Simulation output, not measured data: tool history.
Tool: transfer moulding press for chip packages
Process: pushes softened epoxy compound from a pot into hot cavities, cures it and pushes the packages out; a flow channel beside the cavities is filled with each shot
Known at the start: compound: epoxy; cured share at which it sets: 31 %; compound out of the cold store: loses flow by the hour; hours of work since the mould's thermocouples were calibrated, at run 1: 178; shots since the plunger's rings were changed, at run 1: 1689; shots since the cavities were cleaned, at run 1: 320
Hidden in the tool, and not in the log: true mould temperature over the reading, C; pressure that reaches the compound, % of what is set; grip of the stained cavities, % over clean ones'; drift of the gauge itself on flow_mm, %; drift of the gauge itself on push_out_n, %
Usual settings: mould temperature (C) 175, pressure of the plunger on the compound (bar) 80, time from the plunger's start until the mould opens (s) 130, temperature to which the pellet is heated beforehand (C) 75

| run | hour | mould temperature (C) | pressure of the plunger on the compound (bar) | time from the plunger's start until the mould opens (s) | temperature to which the pellet is heated beforehand (C) | hours of work since the mould's thermocouples were calibrated | shots since the plunger's rings were changed | shots since the cavities were cleaned | incoming compound's hours out of the cold store | length that the compound runs in the flow channel (mm) | greatest force on the pins that push the packages out (N) |
|---|---|---|---|---|---|---|---|---|---|---|---|
| 1 | 0 | 175 | 80 | 130 | 75 | 178 | 1689 | 320 | 15 | 943 | 377 |
| 2 | 6.8 | 175 | 80 | 130 | 72 | 181 | 1735 | 366 | 31.4 | 882 | 390 |
| 3 | 16 | 182 | 80 | 130 | 75 | 186 | 1798 | 429 | 32.6 | 856 | 381 |
|  | 23.2 | cavities cleaned with cleaning compound and waxed |
| 4 | 26.9 | 182 | 80 | 130 | 75 | 190 | 1863 | 26 | 20.1 | 886 | 252 |
| 5 | 32.8 | 175 | 80 | 130 | 75 | 193 | 1903 | 66 | 24.9 | 905 | 305 |
| 6 | 43.2 | 175 | 80 | 140 | 75 | 198 | 1974 | 137 | 23.1 | 905 | 318 |
| 7 | 48 | 175 | 80 | 140 | 75 | 200 | 2007 | 170 | 13.1 | 944 | 321 |
| 8 | 54.2 | 175 | 80 | 140 | 75 | 203 | 2050 | 213 | 21.9 | 914 | 356 |
| 9 | 59.9 | 175 | 80 | 140 | 75 | 206 | 2089 | 252 | 26.9 | 895 | 348 |
| 10 | 65.5 | 175 | 80 | 140 | 67 | 208 | 2127 | 290 | 27.2 | 887 | 366 |
| 11 | 76 | 175 | 80 | 140 | 67 | 213 | 2199 | 362 | 16.5 | 932 | 388 |
| 12 | 80.7 | 175 | 80 | 140 | 67 | 215 | 2231 | 394 | 11.4 | 946 | 405 |
| 13 | 85.4 | 172 | 66.4 | 130 | 66 | 218 | 2264 | 427 | 39.6 | 784 | 455 |
|  | 92.7 | cavities cleaned with cleaning compound and waxed |
| 14 | 97.1 | 172 | 66.4 | 130 | 66 | 222 | 2333 | 30 | 8.8 | 883 | 324 |
| 15 | 106.5 | 172 | 66.4 | 130 | 66 | 227 | 2398 | 95 | 10.6 | 875 | 358 |
| 16 | 112.4 | 172 | 66.4 | 130 | 66 | 230 | 2438 | 135 | 19.1 | 857 | 379 |
| 17 | 121.1 | 175 | 80 | 130 | 77 | 234 | 2498 | 195 | 37.8 | 854 | 345 |
| 18 | 131.6 | 175 | 80 | 133 | 72 | 239 | 2569 | 266 | 15.2 | 927 | 373 |
| 19 | 139 | 175 | 80 | 133 | 72 | 242 | 2620 | 317 | 18.4 | 916 | 383 |
| 20 | 148.6 | 171 | 62.5 | 130 | 76 | 247 | 2686 | 383 | 42 | 758 | 469 |
| 21 | 155.5 | 171 | 62.5 | 130 | 76 | 250 | 2733 | 430 | 17.1 | 817 | 506 |
|  | 162.4 | cavities cleaned with cleaning compound and waxed |
| 22 | 163.6 | 180 | 89.8 | 135 | 76 | 253 | 2778 | 8 | 18.1 | 945 | 253 |

Forecast each of these 3 alternatives for the next run:
| A | 171.5 | 182 | 80 | 148 | 68 | 257 | 2833 | 63 | 33 | ? | ? |
| B | 171.5 | 168 | 89.8 | 135 | 72 | 257 | 2833 | 63 | 42.6 | ? | ? |
| C | 171.5 | 180 | 89.8 | 135 | 72 | 257 | 2833 | 63 | 8 | ? | ? |

| run | length that the compound runs in the flow channel (mm) | greatest force on the pins that push the packages out (N) |
|---|---|---|
| A | 839 | 263 |
| B | 916 | 398 |
| C | 975 | 287 |
Without the tool's hidden state the same runs would have given:
| run | length that the compound runs in the flow channel (mm) | greatest force on the pins that push the packages out (N) |
|---|---|---|
| A | 871 | 230 |
| B | 950 | 338 |
| C | 1011 | 250 |

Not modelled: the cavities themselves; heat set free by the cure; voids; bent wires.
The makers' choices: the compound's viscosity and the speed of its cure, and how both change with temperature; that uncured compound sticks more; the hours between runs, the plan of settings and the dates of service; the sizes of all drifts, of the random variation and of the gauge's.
